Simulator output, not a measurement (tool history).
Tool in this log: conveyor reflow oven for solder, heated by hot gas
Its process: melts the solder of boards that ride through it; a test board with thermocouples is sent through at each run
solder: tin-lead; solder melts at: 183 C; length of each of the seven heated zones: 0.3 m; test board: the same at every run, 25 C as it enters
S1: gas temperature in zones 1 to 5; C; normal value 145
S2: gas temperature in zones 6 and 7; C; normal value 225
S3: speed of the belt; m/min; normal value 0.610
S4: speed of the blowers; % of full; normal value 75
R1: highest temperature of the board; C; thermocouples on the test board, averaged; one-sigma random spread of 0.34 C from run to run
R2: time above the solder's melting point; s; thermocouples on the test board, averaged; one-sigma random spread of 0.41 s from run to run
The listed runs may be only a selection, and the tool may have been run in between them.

{"run": 1, "day": 0.0, "S1": 145, "S2": 225, "S3": 0.61, "S4": 75, "R1": 213.2, "R2": 43.9}
{"run": 2, "day": 1.346, "S1": 145, "S2": 225, "S3": 0.61, "S4": 75, "R1": 212.8, "R2": 44.4}
{"run": 3, "day": 2.196, "S1": 145, "S2": 225, "S3": 0.61, "S4": 75, "R1": 212.7, "R2": 45.0}
{"day": 3.421, "done": "flux residue cleaned out of gas plates and filters"}
{"run": 4, "day": 4.083, "S1": 145, "S2": 225, "S3": 0.61, "S4": 75, "R1": 212.3, "R2": 43.0}
{"run": 5, "day": 5.304, "S1": 145, "S2": 225, "S3": 0.602, "S4": 75, "R1": 212.0, "R2": 45.2}
{"run": 6, "day": 6.625, "S1": 145, "S2": 225, "S3": 0.721, "S4": 75, "R1": 207.0, "R2": 32.0}
{"run": 7, "day": 8.029, "S1": 145, "S2": 225, "S3": 0.61, "S4": 75, "R1": 212.2, "R2": 43.9}
{"day": 9.117, "done": "flux residue cleaned out of gas plates and filters, once more"}
{"run": 8, "day": 9.162, "S1": 145, "S2": 225, "S3": 0.61, "S4": 75, "R1": 215.0, "R2": 46.9}
{"run": 9, "day": 10.392, "S1": 145, "S2": 225, "S3": 0.61, "S4": 75, "R1": 214.8, "R2": 46.2}
{"run": 10, "day": 11.338, "S1": 145, "S2": 225, "S3": 0.51, "S4": 52, "R1": 214.7, "R2": 55.8}
{"run": 11, "day": 13.038, "S1": 145, "S2": 225, "S3": 0.593, "S4": 52, "R1": 210.5, "R2": 43.4}
{"run": 12, "day": 14.454, "S1": 145, "S2": 225, "S3": 0.593, "S4": 52, "R1": 210.7, "R2": 43.6}
{"run": 13, "day": 15.829, "S1": 145, "S2": 225, "S3": 0.593, "S4": 52, "R1": 210.6, "R2": 43.7}
{"run": 14, "day": 17.329, "S1": 151, "S2": 225, "S3": 0.593, "S4": 52, "R1": 212.4, "R2": 47.6}
{"run": 15, "day": 18.383, "S1": 159, "S2": 225, "S3": 0.61, "S4": 53, "R1": 213.0, "R2": 49.2}
{"run": 16, "day": 20.017, "S1": 159, "S2": 225, "S3": 0.61, "S4": 53, "R1": 212.9, "R2": 48.7}
{"run": 17, "day": 21.433, "S1": 142, "S2": 213, "S3": 0.61, "S4": 51, "R1": 199.2, "R2": 29.3}
{"run": 18, "day": 22.55, "S1": 137, "S2": 219, "S3": 0.61, "S4": 51, "R1": 201.9, "R2": 32.2}

What if the next run were any one of these 3? Each begins from the tool's condition after run 18:
{"run": "A", "day": 24.171, "S1": 152, "S2": 236, "S3": 0.568, "S4": 75, "R1": "?", "R2": "?"}
{"run": "B", "day": 24.171, "S1": 144, "S2": 219, "S3": 0.61, "S4": 76, "R1": "?", "R2": "?"}
{"run": "C", "day": 24.171, "S1": 140, "S2": 223, "S3": 0.61, "S4": 51, "R1": "?", "R2": "?"}

run=A R1=227.0 R2=59.0
run=B R1=208.8 R2=42.2
run=C R1=206.3 R2=37.2
With the hidden condition removed and each run's random variation left untouched, the same runs would have given:
run=A R1=225.7 R2=57.0
run=B R1=207.6 R2=40.5
run=C R1=204.9 R2=35.1

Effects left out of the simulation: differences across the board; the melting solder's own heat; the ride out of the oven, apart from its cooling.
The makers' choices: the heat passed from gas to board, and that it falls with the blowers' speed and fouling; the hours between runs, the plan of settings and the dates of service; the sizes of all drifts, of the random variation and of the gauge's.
